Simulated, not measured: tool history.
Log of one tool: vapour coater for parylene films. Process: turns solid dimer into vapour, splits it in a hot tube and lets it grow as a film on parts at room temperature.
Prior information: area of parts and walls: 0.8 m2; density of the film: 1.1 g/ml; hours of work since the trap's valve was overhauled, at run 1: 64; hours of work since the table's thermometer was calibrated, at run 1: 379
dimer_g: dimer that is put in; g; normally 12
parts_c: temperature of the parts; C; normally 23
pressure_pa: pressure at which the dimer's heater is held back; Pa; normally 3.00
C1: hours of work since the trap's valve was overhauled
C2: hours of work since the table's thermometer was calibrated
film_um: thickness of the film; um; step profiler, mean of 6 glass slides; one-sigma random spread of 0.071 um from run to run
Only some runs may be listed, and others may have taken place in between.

{"run": 1, "day": 0.0, "dimer_g": 12, "parts_c": 23, "pressure_pa": 3.0, "C1": 64, "C2": 379, "film_um": 8.24}
{"run": 2, "day": 0.583, "dimer_g": 12, "parts_c": 21, "pressure_pa": 3.0, "C1": 71, "C2": 387, "film_um": 9.11}
{"run": 3, "day": 1.308, "dimer_g": 12, "parts_c": 21, "pressure_pa": 3.0, "C1": 81, "C2": 396, "film_um": 8.94}
{"run": 4, "day": 2.088, "dimer_g": 12, "parts_c": 21, "pressure_pa": 3.0, "C1": 91, "C2": 406, "film_um": 9.02}
{"run": 5, "day": 2.621, "dimer_g": 12, "parts_c": 21, "pressure_pa": 3.0, "C1": 98, "C2": 413, "film_um": 8.92}
{"run": 6, "day": 3.833, "dimer_g": 12, "parts_c": 21, "pressure_pa": 3.0, "C1": 113, "C2": 429, "film_um": 8.93}
{"run": 7, "day": 4.896, "dimer_g": 12, "parts_c": 21, "pressure_pa": 3.0, "C1": 127, "C2": 443, "film_um": 8.74}
{"run": 8, "day": 5.775, "dimer_g": 12, "parts_c": 21, "pressure_pa": 3.0, "C1": 138, "C2": 454, "film_um": 8.76}
{"run": 9, "day": 6.371, "dimer_g": 12, "parts_c": 21, "pressure_pa": 3.0, "C1": 146, "C2": 462, "film_um": 8.92}
{"run": 10, "day": 7.392, "dimer_g": 6, "parts_c": 16, "pressure_pa": 7.64, "C1": 159, "C2": 475, "film_um": 5.1}
{"run": 11, "day": 8.596, "dimer_g": 6, "parts_c": 16, "pressure_pa": 7.64, "C1": 175, "C2": 491, "film_um": 5.03}
{"run": 12, "day": 9.254, "dimer_g": 11, "parts_c": 15, "pressure_pa": 8.22, "C1": 184, "C2": 499, "film_um": 9.58}
{"run": 13, "day": 9.888, "dimer_g": 11, "parts_c": 19, "pressure_pa": 7.05, "C1": 192, "C2": 507, "film_um": 8.19}
{"run": 14, "day": 11.021, "dimer_g": 11, "parts_c": 19, "pressure_pa": 7.05, "C1": 207, "C2": 522, "film_um": 7.98}
{"run": 15, "day": 11.921, "dimer_g": 19, "parts_c": 18, "pressure_pa": 2.03, "C1": 218, "C2": 534, "film_um": 16.07}
{"run": 16, "day": 12.458, "dimer_g": 9, "parts_c": 20, "pressure_pa": 2.66, "C1": 225, "C2": 541, "film_um": 6.84}
{"day": 13.104, "done": "trap's valve overhauled"}
{"run": 17, "day": 13.554, "dimer_g": 15, "parts_c": 17, "pressure_pa": 9.13, "C1": 6, "C2": 553, "film_um": 12.63}
{"run": 18, "day": 14.529, "dimer_g": 12, "parts_c": 15, "pressure_pa": 5.03, "C1": 18, "C2": 565, "film_um": 11.59}

4 ways to go on from here, each from the tool as it stands after run 18. What would each give?
{"run": "A", "day": 15.75, "dimer_g": 14, "parts_c": 29, "pressure_pa": 2.44, "C1": 34, "C2": 581, "film_um": "?"}
{"run": "B", "day": 15.75, "dimer_g": 12, "parts_c": 23, "pressure_pa": 9.46, "C1": 34, "C2": 581, "film_um": "?"}
{"run": "C", "day": 15.75, "dimer_g": 12, "parts_c": 23, "pressure_pa": 8.44, "C1": 34, "C2": 581, "film_um": "?"}
{"run": "D", "day": 15.75, "dimer_g": 15, "parts_c": 34, "pressure_pa": 3.5, "C1": 34, "C2": 581, "film_um": "?"}

run=A film_um=7.51
run=B film_um=7.39
run=C film_um=7.57
run=D film_um=6.12
With the hidden condition removed and each run's random variation left untouched, the same runs would have given:
run=A film_um=7.76
run=B film_um=7.64
run=C film_um=7.82
run=D film_um=6.32
